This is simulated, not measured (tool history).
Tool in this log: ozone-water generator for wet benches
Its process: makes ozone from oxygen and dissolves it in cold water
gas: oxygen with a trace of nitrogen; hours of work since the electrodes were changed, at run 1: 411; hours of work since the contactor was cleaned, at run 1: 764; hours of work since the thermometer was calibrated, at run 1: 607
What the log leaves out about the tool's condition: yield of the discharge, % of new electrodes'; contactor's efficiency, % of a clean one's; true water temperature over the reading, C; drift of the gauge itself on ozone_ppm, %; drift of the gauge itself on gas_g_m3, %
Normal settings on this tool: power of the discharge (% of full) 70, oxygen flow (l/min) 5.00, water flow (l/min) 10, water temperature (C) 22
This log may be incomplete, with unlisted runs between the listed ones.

run   hour  power of the discharge (% of full)  oxygen flow (l/min)  water flow (l/min)  water temperature (C)  hours of work since the electrodes were changed  hours of work since the contactor was cleaned  hours of work since the thermometer was calibrated  dissolved ozone (ppm)  ozone in the gas ahead of the water (g/m3)
  1    0.0                                  70                 5.00                  10                     22                                              411                                            764                                                 607                   17.4                                       146.2
  2   17.8                                  70                 5.00                  10                     22                                              423                                            777                                                 619                   17.4                                       145.2
  3   56.4                                  57                 5.00                  10                     22                                              450                                            803                                                 646                   15.4                                       130.4
  4   83.7                                  57                 5.00                  10                     22                                              468                                            822                                                 665                   15.5                                       129.0
  5  125.1                                  57                 5.00                  10                     22                                              497                                            851                                                 694                   15.5                                       127.8
  6  162.8                                  70                 5.00                  10                     22                                              523                                            877                                                 720                   17.6                                       145.2
  7  181.0                                  70                 5.00                  10                     22                                              536                                            889                                                 732                   17.5                                       144.9
  8  198.9                                  70                 5.00                  10                     22                                              548                                            902                                                 745                   17.3                                       145.5
  9  237.2                                  70                 5.00                  10                     22                                              574                                            928                                                 771                   17.2                                       146.0
 10  261.9                                  70                 5.00                  10                     22                                              591                                            945                                                 788                   17.2                                       146.9
 11  301.7                                  70                 5.00                  10                     22                                              619                                            973                                                 816                   17.3                                       144.8
 12  337.5                                  70                 5.00                   9                     22                                              644                                            998                                                 840                   18.3                                       145.2
 13  360.4                                  70                 5.00                   9                     22                                              659                                           1013                                                 856                   18.4                                       143.7
 14  393.8                                  63                 5.00                  10                     22                                              683                                           1036                                                 879                   16.3                                       137.9
 15  422.8                                  63                 5.00                  10                     22                                              703                                           1056                                                 899                   16.3                                       134.8
 16  455.3                                  98                 5.00                  10                     22                                              725                                           1079                                                 922                   21.0                                       175.1
 17  482.8                                  70                 5.00                  10                     24                                              744                                           1098                                                 941                   16.6                                       143.4
 18  524.2                                  70                 5.00                  10                     24                                              773                                           1127                                                 969                   16.3                                       142.5
 19  548.4                                  52                 2.69                  13                     15                                              789                                           1143                                                 986                   13.1                                       160.0
 20  569.6                                  52                 2.69                  13                     15                                              804                                           1158                                                1001                   12.9                                       159.4
 21  587.1                                  63                 2.97                  13                     15                                              816                                           1170                                                1013                   14.8                                       169.7
 22  616.8                                  63                 2.97                  13                     15                                              837                                           1191                                                1033                   14.7                                       170.7
 23  638.9                                  63                 2.97                  13                     15                                              852                                           1206                                                1048                   14.6                                       172.5
 24  665.8                                  44                 5.03                  10                     22                                              871                                           1224                                                1067                   13.1                                       111.4
 25  693.5                                  44                 2.64                   9                     28                                              890                                           1243                                                1086                   12.6                                       145.4
 26  731.1                                  84                 2.64                   8                     16                                              916                                           1269                                                1112                   24.7                                       212.4
 27  759.9                                  84                 5.60                   8                     23                                              935                                           1289                                                1132                   20.7                                       152.1
 28  797.0                                  73                 3.03                   7                     26                                              961                                           1315                                                1158                   20.6                                       183.2
 29  827.0                                  73                 3.03                   9                     22                                              982                                           1336                                                1178                   18.9                                       183.0
 30  853.6                                  44                 4.89                   9                     22                                             1000                                           1354                                                1197                   13.8                                       111.6
 31  876.9                                  70                 5.00                  16                     14                                             1016                                           1370                                                1213                   14.4                                       143.9
 32  895.6                                  67                 5.00                   9                     18                                             1029                                           1383                                                1226                   19.5                                       138.8
 33  925.7                                  65                 2.64                   9                     23                                             1050                                           1404                                                1247                   17.1                                       183.2

Pick out some run-to-run changes in dissolved ozone (ppm). Of each, how much would a tool without hidden state show as well, from the settings, what came in and chance, and how much is left for the hidden state and any gauge scatter not in both results compared?
Run 15 -> 16: power of the discharge (% of full) 63 -> 98. dissolved ozone (ppm) +4.7: hidden state -0.4, all else +5.1.
Run 16 -> 17: power of the discharge (% of full) 98 -> 70, water temperature (C) 22 -> 24. dissolved ozone (ppm) -4.4: hidden state +0.3, all else -4.7.
Run 25 -> 26: power of the discharge (% of full) 44 -> 84, water flow (l/min) 9 -> 8, water temperature (C) 28 -> 16. dissolved ozone (ppm) +12.1: hidden state -0.7, all else +12.8.
Run 29 -> 30: power of the discharge (% of full) 73 -> 44, oxygen flow (l/min) 3.03 -> 4.89. dissolved ozone (ppm) -5.1: hidden state +0.3, all else -5.4.
Run 31 -> 32: power of the discharge (% of full) 70 -> 67, water flow (l/min) 16 -> 9, water temperature (C) 14 -> 18. dissolved ozone (ppm) +5.1: hidden state -0.2, all else +5.3.

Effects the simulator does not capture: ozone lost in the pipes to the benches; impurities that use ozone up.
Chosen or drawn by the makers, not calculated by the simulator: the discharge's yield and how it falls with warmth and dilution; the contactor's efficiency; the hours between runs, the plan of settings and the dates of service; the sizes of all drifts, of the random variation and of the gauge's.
